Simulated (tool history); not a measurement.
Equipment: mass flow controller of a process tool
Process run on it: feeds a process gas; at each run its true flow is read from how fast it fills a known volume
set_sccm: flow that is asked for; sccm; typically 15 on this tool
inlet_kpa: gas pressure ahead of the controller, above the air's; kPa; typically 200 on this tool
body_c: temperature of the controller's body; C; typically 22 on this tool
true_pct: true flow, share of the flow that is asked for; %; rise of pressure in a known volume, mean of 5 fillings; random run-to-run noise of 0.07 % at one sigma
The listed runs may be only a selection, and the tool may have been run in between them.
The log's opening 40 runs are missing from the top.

run    hour  set_sccm  inlet_kpa  body_c  true_pct
 41  2326.9        11        169      37     99.98
 42  2395.9         9        169      37     99.85
 43  2445.1        14        169      21     98.84
 44  2512.9        14        226      33     99.80
 45  2558.5        14        226      26     99.25
 46  2613.2        14        226      26     99.54
 47  2671.1        12        148      28     99.28
 48  2738.8        12        146      28     99.31

Here are 5 independent what-if runs from the current tool condition. What would each one return?
  A  2772.5        12        201      28         ?
  B  2772.5        11        149      35         ?
  C  2772.5        35        173      28         ?
  D  2772.5        46        182      24         ?
  E  2772.5        15        197      22         ?

run  true_pct
  A     99.42
  B     99.76
  C    100.25
  D    100.53
  E     99.21
Had the tool no hidden state, the same runs would have come out as:
run  true_pct
  A     98.13
  B     98.43
  C     99.28
  D     99.61
  E     98.02
